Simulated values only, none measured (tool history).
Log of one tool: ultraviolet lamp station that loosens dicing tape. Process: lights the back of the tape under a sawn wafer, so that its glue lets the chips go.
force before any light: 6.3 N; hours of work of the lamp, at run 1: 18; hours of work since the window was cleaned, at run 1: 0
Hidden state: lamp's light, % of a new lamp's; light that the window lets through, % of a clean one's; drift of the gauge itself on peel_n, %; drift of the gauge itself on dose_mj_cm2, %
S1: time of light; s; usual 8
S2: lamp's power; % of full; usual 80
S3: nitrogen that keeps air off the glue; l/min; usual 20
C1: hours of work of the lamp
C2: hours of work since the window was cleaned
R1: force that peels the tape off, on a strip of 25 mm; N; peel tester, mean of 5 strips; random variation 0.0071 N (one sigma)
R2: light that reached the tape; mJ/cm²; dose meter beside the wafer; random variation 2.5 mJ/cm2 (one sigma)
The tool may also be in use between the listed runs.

{"run": 1, "hour": 0.0, "S1": 8, "S2": 80, "S3": 20, "C1": 18, "C2": 0, "R1": 0.249, "R2": 313}
{"run": 2, "hour": 66.5, "S1": 8, "S2": 80, "S3": 20, "C1": 50, "C2": 32, "R1": 0.252, "R2": 309}
{"run": 3, "hour": 144.2, "S1": 8, "S2": 80, "S3": 20, "C1": 88, "C2": 69, "R1": 0.256, "R2": 304}
{"run": 4, "hour": 203.3, "S1": 8, "S2": 80, "S3": 20, "C1": 116, "C2": 98, "R1": 0.263, "R2": 303}
{"run": 5, "hour": 240.2, "S1": 8, "S2": 82, "S3": 20, "C1": 134, "C2": 116, "R1": 0.253, "R2": 310}
{"run": 6, "hour": 309.1, "S1": 8, "S2": 80, "S3": 20, "C1": 167, "C2": 149, "R1": 0.263, "R2": 301}
{"run": 7, "hour": 377.8, "S1": 7, "S2": 80, "S3": 20, "C1": 200, "C2": 182, "R1": 0.315, "R2": 262}
{"run": 8, "hour": 457.5, "S1": 7, "S2": 80, "S3": 20, "C1": 239, "C2": 220, "R1": 0.339, "R2": 254}
{"hour": 463.4, "done": "window cleaned of glue's vapour"}
{"run": 9, "hour": 499.5, "S1": 8, "S2": 80, "S3": 20, "C1": 259, "C2": 17, "R1": 0.273, "R2": 289}
{"run": 10, "hour": 535.5, "S1": 8, "S2": 72, "S3": 20, "C1": 276, "C2": 35, "R1": 0.331, "R2": 253}
{"run": 11, "hour": 578.9, "S1": 8, "S2": 72, "S3": 20, "C1": 297, "C2": 56, "R1": 0.335, "R2": 255}
{"hour": 601.5, "done": "window cleaned of glue's vapour, once more"}
{"run": 12, "hour": 653.9, "S1": 8, "S2": 80, "S3": 22, "C1": 333, "C2": 25, "R1": 0.273, "R2": 287}
{"run": 13, "hour": 712.1, "S1": 8, "S2": 80, "S3": 20, "C1": 361, "C2": 53, "R1": 0.277, "R2": 288}
{"run": 14, "hour": 758.4, "S1": 9, "S2": 67, "S3": 30, "C1": 383, "C2": 76, "R1": 0.278, "R2": 268}
{"run": 15, "hour": 808.4, "S1": 11, "S2": 67, "S3": 35, "C1": 407, "C2": 100, "R1": 0.212, "R2": 325}
{"run": 16, "hour": 860.6, "S1": 8, "S2": 80, "S3": 12, "C1": 432, "C2": 125, "R1": 0.374, "R2": 279}
{"run": 17, "hour": 917.5, "S1": 9, "S2": 62, "S3": 9, "C1": 460, "C2": 152, "R1": 0.632, "R2": 246}
{"run": 18, "hour": 959.8, "S1": 8, "S2": 84, "S3": 14, "C1": 480, "C2": 173, "R1": 0.351, "R2": 285}
{"run": 19, "hour": 1037.3, "S1": 10, "S2": 64, "S3": 20, "C1": 517, "C2": 210, "R1": 0.308, "R2": 269}
{"run": 20, "hour": 1105.2, "S1": 14, "S2": 74, "S3": 20, "C1": 550, "C2": 243, "R1": 0.216, "R2": 433}
{"run": 21, "hour": 1172.5, "S1": 14, "S2": 74, "S3": 20, "C1": 583, "C2": 275, "R1": 0.212, "R2": 431}
{"run": 22, "hour": 1252.7, "S1": 7, "S2": 91, "S3": 20, "C1": 621, "C2": 314, "R1": 0.311, "R2": 264}
{"run": 23, "hour": 1317.1, "S1": 8, "S2": 90, "S3": 40, "C1": 652, "C2": 345, "R1": 0.221, "R2": 294}
{"run": 24, "hour": 1395.0, "S1": 8, "S2": 90, "S3": 40, "C1": 690, "C2": 382, "R1": 0.234, "R2": 292}
{"run": 25, "hour": 1430.1, "S1": 13, "S2": 76, "S3": 15, "C1": 707, "C2": 399, "R1": 0.239, "R2": 388}

Some steps in R1 between neighbouring runs. How much of each would the tool show without its hidden state too (settings, what came in, random variation), and how much is left for the hidden state, with any gauge scatter that isn't in both results?
Run 16 -> 17: S1 8 -> 9, S2 80 -> 62, S3 12 -> 9. R1 +0.258 N: hidden state +0.068, all else +0.190.
Run 17 -> 18: S1 9 -> 8, S2 62 -> 84, S3 9 -> 14. R1 -0.281 N: hidden state -0.074, all else -0.207.
